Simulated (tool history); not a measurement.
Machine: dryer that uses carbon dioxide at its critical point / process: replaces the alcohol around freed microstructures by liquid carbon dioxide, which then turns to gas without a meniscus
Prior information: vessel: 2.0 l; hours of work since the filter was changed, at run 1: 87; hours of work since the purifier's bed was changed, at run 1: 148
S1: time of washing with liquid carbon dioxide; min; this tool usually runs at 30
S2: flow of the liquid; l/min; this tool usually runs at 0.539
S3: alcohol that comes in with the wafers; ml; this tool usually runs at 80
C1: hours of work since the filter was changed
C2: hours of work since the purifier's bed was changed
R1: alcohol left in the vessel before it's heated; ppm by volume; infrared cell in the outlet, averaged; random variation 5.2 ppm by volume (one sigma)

{"run": 1, "hour": 0.0, "S1": 30, "S2": 0.539, "S3": 80, "C1": 87, "C2": 148, "R1": 137}
{"run": 2, "hour": 12.9, "S1": 22, "S2": 0.539, "S3": 80, "C1": 96, "C2": 157, "R1": 593}
{"run": 3, "hour": 20.2, "S1": 22, "S2": 0.539, "S3": 80, "C1": 102, "C2": 163, "R1": 589}
{"run": 4, "hour": 28.3, "S1": 30, "S2": 0.445, "S3": 80, "C1": 108, "C2": 169, "R1": 376}
{"run": 5, "hour": 37.9, "S1": 30, "S2": 0.445, "S3": 80, "C1": 115, "C2": 176, "R1": 377}
{"run": 6, "hour": 43.6, "S1": 30, "S2": 0.445, "S3": 80, "C1": 119, "C2": 180, "R1": 404}
{"run": 7, "hour": 53.1, "S1": 30, "S2": 0.539, "S3": 24, "C1": 126, "C2": 187, "R1": 62}
{"run": 8, "hour": 65.5, "S1": 30, "S2": 0.539, "S3": 80, "C1": 135, "C2": 196, "R1": 171}
{"run": 9, "hour": 73.1, "S1": 30, "S2": 0.539, "S3": 80, "C1": 140, "C2": 202, "R1": 161}
{"run": 10, "hour": 84.4, "S1": 30, "S2": 0.336, "S3": 80, "C1": 149, "C2": 210, "R1": 1391}
{"run": 11, "hour": 92.1, "S1": 30, "S2": 0.336, "S3": 80, "C1": 154, "C2": 215, "R1": 1333}
{"run": 12, "hour": 99.9, "S1": 30, "S2": 0.539, "S3": 80, "C1": 160, "C2": 221, "R1": 168}
{"hour": 113.0, "done": "inlet filter changed"}
{"run": 13, "hour": 113.0, "S1": 30, "S2": 0.539, "S3": 80, "C1": 0, "C2": 230, "R1": 126}
{"run": 14, "hour": 118.8, "S1": 30, "S2": 0.539, "S3": 80, "C1": 4, "C2": 234, "R1": 140}
{"run": 15, "hour": 130.2, "S1": 30, "S2": 0.539, "S3": 80, "C1": 13, "C2": 243, "R1": 142}
{"run": 16, "hour": 136.5, "S1": 30, "S2": 0.539, "S3": 80, "C1": 17, "C2": 247, "R1": 129}
{"run": 17, "hour": 145.9, "S1": 30, "S2": 0.539, "S3": 80, "C1": 24, "C2": 254, "R1": 138}
{"run": 18, "hour": 156.1, "S1": 30, "S2": 0.539, "S3": 75, "C1": 32, "C2": 262, "R1": 134}
{"run": 19, "hour": 168.0, "S1": 44, "S2": 0.539, "S3": 80, "C1": 40, "C2": 270, "R1": 46}
{"run": 20, "hour": 180.6, "S1": 30, "S2": 0.539, "S3": 80, "C1": 49, "C2": 279, "R1": 144}
{"run": 21, "hour": 190.0, "S1": 30, "S2": 0.505, "S3": 80, "C1": 56, "C2": 286, "R1": 207}
{"run": 22, "hour": 201.7, "S1": 30, "S2": 0.505, "S3": 80, "C1": 65, "C2": 295, "R1": 216}
{"run": 23, "hour": 212.1, "S1": 30, "S2": 0.505, "S3": 80, "C1": 73, "C2": 303, "R1": 211}
{"run": 24, "hour": 222.8, "S1": 30, "S2": 0.505, "S3": 80, "C1": 80, "C2": 310, "R1": 221}
{"run": 25, "hour": 232.5, "S1": 33, "S2": 0.539, "S3": 31, "C1": 87, "C2": 317, "R1": 70}
{"run": 26, "hour": 240.8, "S1": 19, "S2": 0.539, "S3": 31, "C1": 94, "C2": 324, "R1": 449}
{"run": 27, "hour": 253.5, "S1": 19, "S2": 0.69, "S3": 83, "C1": 103, "C2": 333, "R1": 382}
{"run": 28, "hour": 265.2, "S1": 19, "S2": 0.69, "S3": 83, "C1": 111, "C2": 341, "R1": 405}
{"run": 29, "hour": 271.5, "S1": 26, "S2": 0.365, "S3": 70, "C1": 116, "C2": 346, "R1": 1369}
{"run": 30, "hour": 283.9, "S1": 26, "S2": 0.365, "S3": 70, "C1": 125, "C2": 355, "R1": 1377}
{"run": 31, "hour": 296.7, "S1": 26, "S2": 0.393, "S3": 33, "C1": 134, "C2": 364, "R1": 545}
{"run": 32, "hour": 302.5, "S1": 34, "S2": 0.506, "S3": 30, "C1": 139, "C2": 369, "R1": 88}
{"run": 33, "hour": 310.0, "S1": 45, "S2": 0.519, "S3": 21, "C1": 144, "C2": 374, "R1": 60}
{"run": 34, "hour": 319.2, "S1": 45, "S2": 0.519, "S3": 21, "C1": 151, "C2": 381, "R1": 64}
{"run": 35, "hour": 328.4, "S1": 30, "S2": 0.41, "S3": 88, "C1": 158, "C2": 388, "R1": 718}
{"run": 36, "hour": 340.4, "S1": 30, "S2": 0.41, "S3": 88, "C1": 166, "C2": 396, "R1": 712}
{"hour": 344.8, "done": "inlet filter changed"}
{"run": 37, "hour": 349.1, "S1": 27, "S2": 0.357, "S3": 88, "C1": 3, "C2": 402, "R1": 1390}
{"run": 38, "hour": 359.9, "S1": 22, "S2": 0.357, "S3": 67, "C1": 11, "C2": 410, "R1": 2059}
{"run": 39, "hour": 369.7, "S1": 22, "S2": 0.357, "S3": 67, "C1": 18, "C2": 417, "R1": 2048}
{"run": 40, "hour": 380.7, "S1": 22, "S2": 0.357, "S3": 67, "C1": 26, "C2": 425, "R1": 2082}
{"run": 41, "hour": 394.2, "S1": 36, "S2": 0.472, "S3": 20, "C1": 36, "C2": 435, "R1": 82}
{"run": 42, "hour": 402.2, "S1": 36, "S2": 0.472, "S3": 31, "C1": 42, "C2": 441, "R1": 96}
{"run": 43, "hour": 410.9, "S1": 22, "S2": 0.339, "S3": 31, "C1": 48, "C2": 447, "R1": 1151}
{"run": 44, "hour": 421.9, "S1": 26, "S2": 0.539, "S3": 20, "C1": 56, "C2": 455, "R1": 120}
{"run": 45, "hour": 428.9, "S1": 30, "S2": 0.752, "S3": 49, "C1": 62, "C2": 460, "R1": 71}
{"run": 46, "hour": 436.5, "S1": 22, "S2": 0.493, "S3": 44, "C1": 67, "C2": 466, "R1": 496}
{"run": 47, "hour": 449.6, "S1": 22, "S2": 0.493, "S3": 84, "C1": 77, "C2": 476, "R1": 920}

Hidden condition of the tool, last listed run before each entry between runs versus first listed run after:
Runs 12 to 13: inlet filter changed (hour 113.0)
  flow that reaches the vessel past the clogged filter, %: 94 -> 99.4; alcohol in the recycled carbon dioxide, ppm: 33.4 -> 34.4
  measured result minus the result with no hidden state, R1: +71 -> +32 ppm by volume
Runs 36 to 37: inlet filter changed (hour 344.8)
  flow that reaches the vessel past the clogged filter, %: 93.2 -> 99.7; alcohol in the recycled carbon dioxide, ppm: 55.2 -> 55.9
  measured result minus the result with no hidden state, R1: +227 -> +66 ppm by volume

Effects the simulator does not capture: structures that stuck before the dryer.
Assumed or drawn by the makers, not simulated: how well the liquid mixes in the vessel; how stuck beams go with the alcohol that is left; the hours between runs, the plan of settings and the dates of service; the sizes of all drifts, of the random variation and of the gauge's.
